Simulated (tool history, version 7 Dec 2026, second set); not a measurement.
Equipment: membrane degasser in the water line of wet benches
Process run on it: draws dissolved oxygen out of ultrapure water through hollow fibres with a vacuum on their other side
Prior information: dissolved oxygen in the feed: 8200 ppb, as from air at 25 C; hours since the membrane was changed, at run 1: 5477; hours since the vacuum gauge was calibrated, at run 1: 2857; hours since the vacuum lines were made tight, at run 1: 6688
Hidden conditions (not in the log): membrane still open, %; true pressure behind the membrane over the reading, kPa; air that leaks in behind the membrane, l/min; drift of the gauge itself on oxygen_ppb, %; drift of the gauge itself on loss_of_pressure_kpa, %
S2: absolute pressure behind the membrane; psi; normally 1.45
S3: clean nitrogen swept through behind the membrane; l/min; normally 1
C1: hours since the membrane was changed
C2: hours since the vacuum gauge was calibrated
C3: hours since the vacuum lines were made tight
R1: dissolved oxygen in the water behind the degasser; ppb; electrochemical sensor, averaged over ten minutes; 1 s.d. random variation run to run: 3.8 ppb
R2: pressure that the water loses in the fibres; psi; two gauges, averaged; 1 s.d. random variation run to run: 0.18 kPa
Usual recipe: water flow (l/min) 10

{"run": 1, "hour": 0.0, "water flow (l/min)": 10, "S2": 1.45, "S3": 1, "C1": 5477, "C2": 2857, "C3": 6688, "R1": 416, "R2": 4.564}
{"run": 2, "hour": 135.2, "water flow (l/min)": 10, "S2": 1.45, "S3": 1, "C1": 5612, "C2": 2992, "C3": 6824, "R1": 405.4, "R2": 4.543}
{"run": 3, "hour": 335.3, "water flow (l/min)": 10, "S2": 1.45, "S3": 1, "C1": 5812, "C2": 3192, "C3": 7024, "R1": 413.2, "R2": 4.579}
{"run": 4, "hour": 456.8, "water flow (l/min)": 10, "S2": 1.45, "S3": 1, "C1": 5934, "C2": 3313, "C3": 7145, "R1": 414.4, "R2": 4.595}
{"hour": 535.9, "done": "seals of the vacuum lines changed"}
{"run": 5, "hour": 664.6, "water flow (l/min)": 10, "S2": 1.45, "S3": 1, "C1": 6139, "C2": 3519, "C3": 129, "R1": 407.4, "R2": 4.567}
{"run": 6, "hour": 781.6, "water flow (l/min)": 10, "S2": 1.45, "S3": 1, "C1": 6256, "C2": 3636, "C3": 246, "R1": 416.8, "R2": 4.572}
{"run": 7, "hour": 963.0, "water flow (l/min)": 10, "S2": 1.45, "S3": 1, "C1": 6438, "C2": 3818, "C3": 427, "R1": 400, "R2": 4.564}
{"run": 8, "hour": 1143.7, "water flow (l/min)": 10, "S2": 1.45, "S3": 1.49, "C1": 6619, "C2": 3998, "C3": 608, "R1": 365.3, "R2": 4.621}
{"run": 9, "hour": 1334.1, "water flow (l/min)": 10, "S2": 1.45, "S3": 1.49, "C1": 6809, "C2": 4189, "C3": 798, "R1": 364.7, "R2": 4.595}
{"run": 10, "hour": 1509.9, "water flow (l/min)": 11, "S2": 1.45, "S3": 1, "C1": 6985, "C2": 4364, "C3": 974, "R1": 473.4, "R2": 5.04}
{"run": 11, "hour": 1631.1, "water flow (l/min)": 10, "S2": 1.57, "S3": 1, "C1": 7106, "C2": 4486, "C3": 1095, "R1": 433.4, "R2": 4.637}
{"run": 12, "hour": 1775.8, "water flow (l/min)": 13, "S2": 1.45, "S3": 1, "C1": 7251, "C2": 4630, "C3": 1240, "R1": 604.2, "R2": 5.999}
{"hour": 1794.7, "done": "vacuum gauge calibrated"}
{"run": 13, "hour": 1878.5, "water flow (l/min)": 6, "S2": 1.93, "S3": 0.61, "C1": 7353, "C2": 84, "C3": 1342, "R1": 311.6, "R2": 2.748}
{"run": 14, "hour": 1996.7, "water flow (l/min)": 12, "S2": 3.57, "S3": 1.08, "C1": 7471, "C2": 202, "C3": 1460, "R1": 867.5, "R2": 5.568}
{"run": 15, "hour": 2144.5, "water flow (l/min)": 11, "S2": 1.38, "S3": 1, "C1": 7619, "C2": 350, "C3": 1608, "R1": 465.7, "R2": 5.026}
{"run": 16, "hour": 2321.9, "water flow (l/min)": 11, "S2": 1.38, "S3": 2.98, "C1": 7796, "C2": 527, "C3": 1786, "R1": 371.9, "R2": 5.069}
{"run": 17, "hour": 2422.3, "water flow (l/min)": 11, "S2": 1.38, "S3": 2.98, "C1": 7897, "C2": 628, "C3": 1886, "R1": 375.6, "R2": 5.092}
{"run": 18, "hour": 2521.7, "water flow (l/min)": 11, "S2": 1.45, "S3": 1.52, "C1": 7996, "C2": 727, "C3": 1985, "R1": 424.4, "R2": 5.105}
{"run": 19, "hour": 2741.4, "water flow (l/min)": 11, "S2": 1.45, "S3": 1.52, "C1": 8216, "C2": 947, "C3": 2205, "R1": 428.1, "R2": 5.144}
{"hour": 2816.6, "done": "vacuum gauge calibrated, once more"}
{"run": 20, "hour": 2885.8, "water flow (l/min)": 11, "S2": 1.45, "S3": 1.52, "C1": 8360, "C2": 69, "C3": 2349, "R1": 435.5, "R2": 5.118}
{"run": 21, "hour": 3063.1, "water flow (l/min)": 10, "S2": 1.46, "S3": 2.37, "C1": 8537, "C2": 247, "C3": 2526, "R1": 333.3, "R2": 4.612}

Predict each of these 3 candidate next runs independently; none follows another, all start after run 21:
{"run": "A", "hour": 3233.0, "water flow (l/min)": 9, "S2": 1.45, "S3": 0.54, "C1": 8707, "C2": 416, "C3": 2696, "R1": "?", "R2": "?"}
{"run": "B", "hour": 3233.0, "water flow (l/min)": 16, "S2": 1.23, "S3": 0.59, "C1": 8707, "C2": 416, "C3": 2696, "R1": "?", "R2": "?"}
{"run": "C", "hour": 3233.0, "water flow (l/min)": 16, "S2": 2.55, "S3": 1.88, "C1": 8707, "C2": 416, "C3": 2696, "R1": "?", "R2": "?"}

run=A R1=455.3 R2=4.121
run=B R1=869.9 R2=7.4
run=C R1=851.4 R2=7.443
With no hidden state in the tool, these same runs would have given:
run=A R1=423.5 R2=3.957
run=B R1=809.8 R2=7.107
run=C R1=790.8 R2=7.149

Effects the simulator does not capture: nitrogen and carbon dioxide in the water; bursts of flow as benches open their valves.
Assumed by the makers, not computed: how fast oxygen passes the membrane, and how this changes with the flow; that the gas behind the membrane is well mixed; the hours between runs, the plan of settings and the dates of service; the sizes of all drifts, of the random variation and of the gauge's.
